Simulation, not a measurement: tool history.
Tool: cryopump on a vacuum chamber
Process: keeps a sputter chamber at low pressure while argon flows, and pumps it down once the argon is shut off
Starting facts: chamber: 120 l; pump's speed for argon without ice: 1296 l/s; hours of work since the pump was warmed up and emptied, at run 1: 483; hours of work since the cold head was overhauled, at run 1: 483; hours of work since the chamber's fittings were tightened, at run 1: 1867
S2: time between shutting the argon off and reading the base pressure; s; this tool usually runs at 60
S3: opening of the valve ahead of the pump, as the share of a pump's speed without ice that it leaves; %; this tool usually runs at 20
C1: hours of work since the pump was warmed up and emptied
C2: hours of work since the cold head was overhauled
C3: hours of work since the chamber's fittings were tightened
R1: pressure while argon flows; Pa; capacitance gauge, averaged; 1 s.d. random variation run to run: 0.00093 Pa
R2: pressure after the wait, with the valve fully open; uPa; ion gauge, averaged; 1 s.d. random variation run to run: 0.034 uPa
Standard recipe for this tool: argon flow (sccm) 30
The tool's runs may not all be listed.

run 1 hour=0 | argon_flow_(sccm)=30 S2=60 S3=20 | C1=483 C2=483 C3=1867 | R1=0.2059 R2=3.87
run 2 hour=33.3 | argon_flow_(sccm)=30 S2=60 S3=20 | C1=504 C2=504 C3=1888 | R1=0.2042 R2=3.99
run 3 hour=71.3 | argon_flow_(sccm)=30 S2=60 S3=20 | C1=527 C2=527 C3=1911 | R1=0.2066 R2=4.11
run 4 hour=102.8 | argon_flow_(sccm)=30 S2=60 S3=20 | C1=546 C2=546 C3=1930 | R1=0.2074 R2=4.08
run 5 hour=140.3 | argon_flow_(sccm)=30 S2=60 S3=20 | C1=569 C2=569 C3=1953 | R1=0.2087 R2=3.96
run 6 hour=181.4 | argon_flow_(sccm)=30 S2=60 S3=20 | C1=594 C2=594 C3=1979 | R1=0.2076 R2=4.24
run 7 hour=209.4 | argon_flow_(sccm)=25 S2=60 S3=20 | C1=612 C2=612 C3=1996 | R1=0.1756 R2=4.25
run 8 hour=243.2 | argon_flow_(sccm)=25 S2=60 S3=20 | C1=632 C2=632 C3=2017 | R1=0.1743 R2=4.29
run 9 hour=268.2 | argon_flow_(sccm)=41 S2=60 S3=23 | C1=648 C2=648 C3=2032 | R1=0.252 R2=4.22
-- hour=289.6 pump warmed up, emptied and cooled again
run 10 hour=304.6 | argon_flow_(sccm)=41 S2=60 S3=23 | C1=9 C2=667 C3=2051 | R1=0.2335 R2=3.78
run 11 hour=349.1 | argon_flow_(sccm)=41 S2=207 S3=23 | C1=37 C2=694 C3=2079 | R1=0.2338 R2=2.64
run 12 hour=378.3 | argon_flow_(sccm)=16 S2=93 S3=35 | C1=54 C2=712 C3=2096 | R1=0.061 R2=3.16
run 13 hour=408.1 | argon_flow_(sccm)=16 S2=93 S3=35 | C1=73 C2=731 C3=2115 | R1=0.0606 R2=3.23
run 14 hour=450.2 | argon_flow_(sccm)=21 S2=93 S3=21 | C1=99 C2=756 C3=2141 | R1=0.1316 R2=3.32
run 15 hour=479.1 | argon_flow_(sccm)=21 S2=93 S3=21 | C1=116 C2=774 C3=2158 | R1=0.1315 R2=3.21

For each run, the measured value with the value that run would have given without the tool's hidden condition subtracted. The run-to-run variation is shared by both, the gauge scatter possibly not:
The tool's hidden condition here consists of: pump's speed, % of a pump's without ice; cold plate's temperature, K; leak into the chamber, uPa l/s; drift of the gauge itself on working_pa, %; drift of the gauge itself on base_upa, %.
run=1 R1=+0.0099 R2=+2.09
run=2 R1=+0.0103 R2=+2.17
run=3 R1=+0.011 R2=+2.24
run=4 R1=+0.0114 R2=+2.27
run=5 R1=+0.0122 R2=+2.22
run=6 R1=+0.0127 R2=+2.42
run=7 R1=+0.0111 R2=+2.45
run=8 R1=+0.0116 R2=+2.48
run=9 R1=+0.0195 R2=+2.48
run=10 R1=+0.0014 R2=+1.92
run=11 R1=+0.002 R2=+1.93
run=12 R1=+0.001 R2=+1.9
run=13 R1=+0.0011 R2=+1.98
run=14 R1=+0.0019 R2=+2.05
run=15 R1=+0.002 R2=+2.02
